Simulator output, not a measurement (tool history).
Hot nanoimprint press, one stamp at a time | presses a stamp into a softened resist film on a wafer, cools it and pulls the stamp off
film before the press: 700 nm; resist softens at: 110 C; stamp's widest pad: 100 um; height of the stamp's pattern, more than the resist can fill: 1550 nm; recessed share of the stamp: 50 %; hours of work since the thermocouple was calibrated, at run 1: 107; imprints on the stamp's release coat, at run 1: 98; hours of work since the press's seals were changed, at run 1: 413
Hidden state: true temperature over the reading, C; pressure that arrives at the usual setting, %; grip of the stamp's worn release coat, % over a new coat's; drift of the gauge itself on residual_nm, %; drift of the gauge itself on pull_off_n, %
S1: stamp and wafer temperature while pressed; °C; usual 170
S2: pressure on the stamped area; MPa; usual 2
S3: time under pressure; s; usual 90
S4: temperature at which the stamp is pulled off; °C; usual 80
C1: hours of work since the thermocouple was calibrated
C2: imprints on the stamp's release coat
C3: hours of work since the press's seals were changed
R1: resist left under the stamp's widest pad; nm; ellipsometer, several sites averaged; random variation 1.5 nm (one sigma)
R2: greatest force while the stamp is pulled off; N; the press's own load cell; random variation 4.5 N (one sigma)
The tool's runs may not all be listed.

Run 1, day 0: usual settings; C1 107; C2 98; C3 413. Result: R1 263.9 nm, R2 221 N.
Run 2, day 1.967: usual settings; C1 133; C2 274; C3 440. Result: R1 269.4 nm, R2 221 N.
Run 3, day 3.371: usual settings; C1 152; C2 399; C3 458. Result: R1 267.6 nm, R2 217 N.
Run 4, day 4.962: usual settings; C1 173; C2 541; C3 480. Result: R1 266.3 nm, R2 222 N.
Run 5, day 7.358: usual settings; C1 205; C2 755; C3 512. Result: R1 266.7 nm, R2 218 N.
Run 6, day 8.975: usual settings; C1 227; C2 899; C3 533. Result: R1 265.1 nm, R2 222 N.
Run 7, day 10.592: usual settings but S1 173 °C; C1 248; C2 1044; C3 555. Result: R1 229.4 nm, R2 227 N.
Run 8, day 12.158: usual settings; C1 269; C2 1183; C3 576. Result: R1 267.3 nm, R2 214 N.
At day 13.067: stamp cleaned and given a new release coat.
Run 9, day 13.7: usual settings; C1 286; C2 56; C3 593. Result: R1 263.8 nm, R2 220 N.
Run 10, day 15.8: usual settings but S2 1.54 MPa; C1 314; C2 244; C3 621. Result: R1 303.8 nm, R2 224 N.
Run 11, day 18.008: usual settings; C1 344; C2 441; C3 650. Result: R1 268.7 nm, R2 212 N.
Run 12, day 20.125: usual settings; C1 372; C2 630; C3 679. Result: R1 268.1 nm, R2 216 N.
Run 13, day 21.971: usual settings; C1 397; C2 794; C3 703. Result: R1 265.8 nm, R2 217 N.
Run 14, day 24.146: usual settings; C1 426; C2 989; C3 733. Result: R1 265 nm, R2 221 N.
Run 15, day 26.329: usual settings; C1 455; C2 1184; C3 762. Result: R1 265.5 nm, R2 225 N.
At day 27.175: stamp cleaned and given a new release coat.
Run 16, day 28.429: usual settings but S2 1.62 MPa, S4 66 °C; C1 480; C2 112; C3 786. Result: R1 292.7 nm, R2 235 N.
At day 31.367: press's hydraulic seals changed and the load cell set to zero.
Run 17, day 31.367: usual settings but S2 1.62 MPa, S4 66 °C; C1 515; C2 344; C3 0. Result: R1 295.6 nm, R2 233 N.
Run 18, day 33.267: usual settings but S2 3.03 MPa, S3 116 s, S4 66 °C; C1 540; C2 514; C3 25. Result: R1 192.9 nm, R2 234 N.
At day 35.112: plate thermocouple calibrated.
Run 19, day 35.683: usual settings but S2 1.77 MPa, S3 67 s, S4 67 °C; C1 8; C2 718; C3 56. Result: R1 318 nm, R2 250 N.
Run 20, day 38.075: usual settings but S2 3.12 MPa, S3 67 s, S4 82 °C; C1 40; C2 931; C3 88. Result: R1 241.1 nm, R2 217 N.
Run 21, day 39.633: usual settings but S1 159 °C, S2 2.76 MPa, S3 98 s; C1 60; C2 1071; C3 109. Result: R1 395.8 nm, R2 223 N.
Run 22, day 41.158: usual settings but S1 159 °C, S2 2.76 MPa, S3 98 s; C1 81; C2 1207; C3 129. Result: R1 392.3 nm, R2 223 N.
At day 41.829: stamp cleaned and given a new release coat.
Run 23, day 43.496: usual settings but S1 164 °C, S2 2.76 MPa, S3 98 s; C1 109; C2 149; C3 157. Result: R1 302.2 nm, R2 212 N.
Run 24, day 45.55: usual settings but S1 167 °C, S2 2.31 MPa, S4 83 °C; C1 136; C2 332; C3 184. Result: R1 294.4 nm, R2 219 N.
Run 25, day 47.504: usual settings but S1 167 °C, S2 2.31 MPa, S4 83 °C; C1 162; C2 507; C3 211. Result: R1 288.3 nm, R2 214 N.
Run 26, day 48.767: usual settings but S1 165 °C, S2 1.64 MPa, S3 62 s, S4 72 °C; C1 179; C2 619; C3 227. Result: R1 419.2 nm, R2 234 N.
Run 27, day 50.638: usual settings but S1 180 °C, S2 1.25 MPa, S3 153 s, S4 81 °C; C1 204; C2 786; C3 252. Result: R1 166.2 nm, R2 222 N.
Run 28, day 52.521: usual settings but S1 166 °C, S4 76 °C; C1 229; C2 954; C3 278. Result: R1 327.2 nm, R2 216 N.
Run 29, day 55.096: usual settings but S1 166 °C, S4 76 °C; C1 264; C2 1184; C3 312. Result: R1 329.4 nm, R2 227 N.

Hidden state at the last listed run before each entry between runs and at the first one after, where it differs:
Between runs 8 and 9: stamp cleaned and given a new release coat (day 13.067)
  grip of the stamp's worn release coat, % over a new coat's: 0.9 -> 0
Between runs 15 and 16: stamp cleaned and given a new release coat (day 27.175)
  true temperature over the reading, C: 0.06 -> 0.07; grip of the stamp's worn release coat, % over a new coat's: 0.9 -> 0.1
Between runs 16 and 17: press's hydraulic seals changed and the load cell set to zero (day 31.367)
  pressure that arrives at the usual setting, %: 99.81 -> 100.01; grip of the stamp's worn release coat, % over a new coat's: 0.1 -> 0.3
Between runs 18 and 19: plate thermocouple calibrated (day 35.112)
  true temperature over the reading, C: 0.07 -> 0; pressure that arrives at the usual setting, %: 100 -> 99.99; grip of the stamp's worn release coat, % over a new coat's: 0.4 -> 0.6
Between runs 22 and 23: stamp cleaned and given a new release coat (day 41.829)
  true temperature over the reading, C: 0.01 -> 0.02; grip of the stamp's worn release coat, % over a new coat's: 0.9 -> 0.1
